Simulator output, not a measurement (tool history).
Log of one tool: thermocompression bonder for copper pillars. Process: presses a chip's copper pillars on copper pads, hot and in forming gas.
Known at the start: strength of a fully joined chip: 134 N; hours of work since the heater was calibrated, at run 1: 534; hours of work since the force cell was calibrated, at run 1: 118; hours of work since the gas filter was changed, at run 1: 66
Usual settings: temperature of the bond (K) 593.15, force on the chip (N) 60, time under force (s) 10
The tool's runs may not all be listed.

| run | hour | temperature of the bond (K) | force on the chip (N) | time under force (s) | hours of work since the heater was calibrated | hours of work since the force cell was calibrated | hours of work since the gas filter was changed | force that shears a chip off (N) |
|---|---|---|---|---|---|---|---|---|
| 1 | 0 | 593.15 | 60 | 10 | 534 | 118 | 66 | 99.7 |
| 2 | 17.3 | 593.15 | 60 | 10 | 542 | 125 | 73 | 99.4 |
| 3 | 29.5 | 593.15 | 60 | 10 | 547 | 131 | 79 | 100.8 |
| 4 | 44.2 | 593.15 | 54 | 10 | 553 | 137 | 85 | 93.7 |
| 5 | 57.4 | 593.15 | 54 | 10 | 559 | 143 | 91 | 94.3 |
| 6 | 73.9 | 593.15 | 60 | 10 | 566 | 150 | 98 | 99.2 |
| 7 | 86.1 | 593.15 | 60 | 10 | 572 | 156 | 104 | 99.4 |
| 8 | 102.4 | 593.15 | 60 | 10 | 579 | 163 | 111 | 98.4 |
| 9 | 116 | 593.15 | 60 | 10 | 585 | 169 | 117 | 99.2 |
| 10 | 132.5 | 614.15 | 59 | 5 | 592 | 176 | 124 | 92.5 |
| 11 | 145.6 | 614.15 | 59 | 5 | 598 | 182 | 130 | 92.7 |
| 12 | 154.9 | 614.15 | 59 | 5 | 602 | 186 | 134 | 91.7 |
| 13 | 172.6 | 612.15 | 36 | 10 | 610 | 194 | 142 | 83.6 |
| 14 | 187.4 | 601.15 | 86 | 10 | 616 | 200 | 148 | 114.9 |
| 15 | 204.5 | 601.15 | 83 | 11 | 624 | 208 | 156 | 116 |

Measured less the same run without the tool's hidden state. The same run-to-run variation is in both; the gauge's scatter may not be:
The hidden state here: true temperature of the bond over the reading, C; force that reaches the chip, % of what is set; oxide that the forming gas leaves, % of the face; drift of the gauge itself on shear_n, %.
| run | force that shears a chip off (N) |
|---|---|
| 1 | +2.4 |
| 2 | +2.2 |
| 3 | +2 |
| 4 | +2.2 |
| 5 | +2.1 |
| 6 | +1.6 |
| 7 | +1.5 |
| 8 | +1.4 |
| 9 | +1.2 |
| 10 | +1.2 |
| 11 | +1.1 |
| 12 | +0.9 |
| 13 | +1.4 |
| 14 | -1.9 |
| 15 | -2.1 |
